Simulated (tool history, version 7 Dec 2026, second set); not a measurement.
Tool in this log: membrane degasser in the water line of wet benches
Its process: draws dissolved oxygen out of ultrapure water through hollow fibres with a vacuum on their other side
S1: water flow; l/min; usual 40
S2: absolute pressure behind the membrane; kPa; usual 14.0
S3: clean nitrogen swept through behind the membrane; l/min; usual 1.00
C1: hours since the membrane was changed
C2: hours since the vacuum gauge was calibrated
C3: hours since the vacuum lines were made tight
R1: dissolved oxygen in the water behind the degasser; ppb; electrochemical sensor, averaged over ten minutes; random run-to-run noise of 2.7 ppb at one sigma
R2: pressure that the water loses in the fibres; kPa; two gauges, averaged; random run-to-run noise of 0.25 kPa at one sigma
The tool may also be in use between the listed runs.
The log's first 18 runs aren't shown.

Run 19, day 130.650: usual settings but S1 30 l/min, S2 28.1 kPa, S3 0.74 l/min; C1 11315; C2 7339; C3 4962. Result: R1 1678.2 ppb, R2 50.94 kPa.
Run 20, day 140.446: usual settings but S1 30 l/min, S2 9.2 kPa, S3 0.74 l/min; C1 11550; C2 7574; C3 5198. Result: R1 484.6 ppb, R2 50.69 kPa.
Run 21, day 145.171: usual settings but S1 57 l/min, S3 2.81 l/min; C1 11663; C2 7687; C3 5311. Result: R1 668.9 ppb, R2 97.10 kPa.
Run 22, day 149.617: usual settings but S2 32.4 kPa; C1 11770; C2 7794; C3 5418. Result: R1 1939.2 ppb, R2 68.22 kPa.
Run 23, day 154.196: usual settings but S1 46 l/min, S2 30.6 kPa, S3 2.12 l/min; C1 11880; C2 7904; C3 5528. Result: R1 1232.7 ppb, R2 78.20 kPa.
Run 24, day 161.817: usual settings but S1 35 l/min, S2 26.1 kPa, S3 2.28 l/min; C1 12063; C2 8087; C3 5711. Result: R1 775.4 ppb, R2 59.76 kPa.
Run 25, day 167.121: usual settings but S1 35 l/min, S2 26.1 kPa, S3 2.28 l/min; C1 12190; C2 8214; C3 5838. Result: R1 773.9 ppb, R2 59.44 kPa.
At day 171.621: vacuum gauge calibrated.
Run 26, day 172.917: usual settings but S1 45 l/min, S2 31.1 kPa, S3 1.04 l/min; C1 12329; C2 31; C3 5976. Result: R1 1990.6 ppb, R2 76.14 kPa.
Run 27, day 180.412: usual settings but S1 45 l/min, S2 31.1 kPa, S3 1.04 l/min; C1 12508; C2 211; C3 6156. Result: R1 1995.1 ppb, R2 75.90 kPa.
Run 28, day 185.604: usual settings but S2 9.2 kPa, S3 0.80 l/min; C1 12633; C2 336; C3 6281. Result: R1 605.5 ppb, R2 67.65 kPa.
Run 29, day 194.217: usual settings but S2 9.2 kPa, S3 0.80 l/min; C1 12840; C2 542; C3 6488. Result: R1 605.9 ppb, R2 67.70 kPa.
Run 30, day 198.767: usual settings but S1 29 l/min, S2 15.0 kPa, S3 1.85 l/min; C1 12949; C2 652; C3 6597. Result: R1 421.1 ppb, R2 49.28 kPa.
Run 31, day 205.121: usual settings but S1 29 l/min, S2 15.0 kPa, S3 1.85 l/min; C1 13101; C2 804; C3 6749. Result: R1 418.9 ppb, R2 49.32 kPa.

Run 32 is up next; what results do you expect?
Run 32, day 209.908: usual settings but S1 29 l/min, S2 15.0 kPa, S3 1.85 l/min; C1 13216; C2 919; C3 6864. Result: R1 ?, R2 ?.

Run 32 measured R1 421.3 ppb, R2 49.54 kPa.
Without the tool's hidden state the same run would have given R1 421.2 ppb, R2 49.48 kPa.

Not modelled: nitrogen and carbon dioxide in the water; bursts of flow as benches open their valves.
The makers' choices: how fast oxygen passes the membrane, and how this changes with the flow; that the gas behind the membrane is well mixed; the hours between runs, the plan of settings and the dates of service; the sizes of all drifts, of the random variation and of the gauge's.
